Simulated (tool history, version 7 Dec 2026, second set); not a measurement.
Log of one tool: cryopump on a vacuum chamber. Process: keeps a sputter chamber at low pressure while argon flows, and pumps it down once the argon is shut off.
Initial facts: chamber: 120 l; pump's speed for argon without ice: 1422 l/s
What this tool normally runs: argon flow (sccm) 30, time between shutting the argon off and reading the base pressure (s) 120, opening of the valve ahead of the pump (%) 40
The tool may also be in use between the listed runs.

| run | hour | argon flow (sccm) | time between shutting the argon off and reading the base pressure (s) | opening of the valve ahead of the pump (%) | pressure while argon flows (Pa) | pressure after the wait (uPa) |
|---|---|---|---|---|---|---|
| 1 | 0 | 30 | 120 | 40 | 0.0958 | 1.92 |
| 2 | 27.7 | 26 | 120 | 40 | 0.0838 | 2.02 |
| 3 | 56.9 | 26 | 120 | 40 | 0.0837 | 2.04 |
| 4 | 83.2 | 26 | 120 | 40 | 0.0841 | 2.1 |
| 5 | 110 | 26 | 120 | 40 | 0.0833 | 2.18 |
| 6 | 136.1 | 26 | 120 | 40 | 0.0847 | 2.17 |
| 7 | 150.3 | 26 | 86 | 40 | 0.0844 | 2.3 |
| 8 | 166.9 | 26 | 86 | 40 | 0.0843 | 2.32 |
| 9 | 195.8 | 30 | 120 | 40 | 0.0978 | 2.23 |
| 10 | 209.5 | 30 | 120 | 40 | 0.0988 | 2.25 |
| 11 | 236.4 | 30 | 120 | 16 | 0.2316 | 2.18 |
| 12 | 253.3 | 30 | 120 | 30 | 0.1284 | 2.27 |
| 13 | 284.5 | 52 | 120 | 40 | 0.171 | 2.36 |
| 14 | 309.9 | 52 | 120 | 40 | 0.1719 | 2.36 |
| 15 | 332.1 | 52 | 120 | 40 | 0.1708 | 2.3 |
| 16 | 359.7 | 52 | 120 | 40 | 0.1733 | 2.5 |
| 17 | 387.1 | 52 | 120 | 40 | 0.1732 | 2.39 |
| 18 | 411.8 | 24 | 276 | 21 | 0.1445 | 2.29 |
| 19 | 436 | 19 | 93 | 23 | 0.1059 | 2.68 |
| 20 | 450 | 37 | 93 | 20 | 0.2339 | 2.58 |
| 21 | 468.7 | 37 | 93 | 20 | 0.2366 | 2.63 |
| 22 | 484.6 | 37 | 93 | 20 | 0.2342 | 2.77 |
| 23 | 515.7 | 37 | 93 | 20 | 0.2355 | 2.77 |
| 24 | 538.4 | 30 | 120 | 32 | 0.1237 | 2.63 |
| 25 | 553.2 | 19 | 120 | 15 | 0.1586 | 2.68 |
| 26 | 573.7 | 34 | 120 | 15 | 0.2848 | 2.62 |
| 27 | 598.6 | 38 | 58 | 40 | 0.1288 | 3.12 |
| 28 | 617.8 | 36 | 120 | 45 | 0.1089 | 2.75 |
| 29 | 634.5 | 16 | 61 | 22 | 0.0937 | 3.1 |
| 30 | 651 | 16 | 79 | 40 | 0.055 | 3.01 |
| 31 | 665.5 | 12 | 76 | 24 | 0.0653 | 3.04 |
| 32 | 689.9 | 28 | 76 | 24 | 0.1502 | 3.06 |
|  | 710.1 | pump warmed up, emptied and cooled again |
| 33 | 723.7 | 28 | 76 | 24 | 0.1407 | 2.43 |

3 options for the next run, each taken on its own from the tool as it stands now. Forecast them:
| A | 752 | 28 | 152 | 27 | ? | ? |
| B | 752 | 49 | 117 | 40 | ? | ? |
| C | 752 | 21 | 210 | 40 | ? | ? |

| run | pressure while argon flows (Pa) | pressure after the wait (uPa) |
|---|---|---|
| A | 0.1241 | 2.13 |
| B | 0.1462 | 2.22 |
| C | 0.063 | 2.13 |
Take away the tool's hidden state, keep each run's random variation, and the runs would have read:
| run | pressure while argon flows (Pa) | pressure after the wait (uPa) |
|---|---|---|
| A | 0.1233 | 0.45 |
| B | 0.1448 | 0.53 |
| C | 0.0624 | 0.42 |
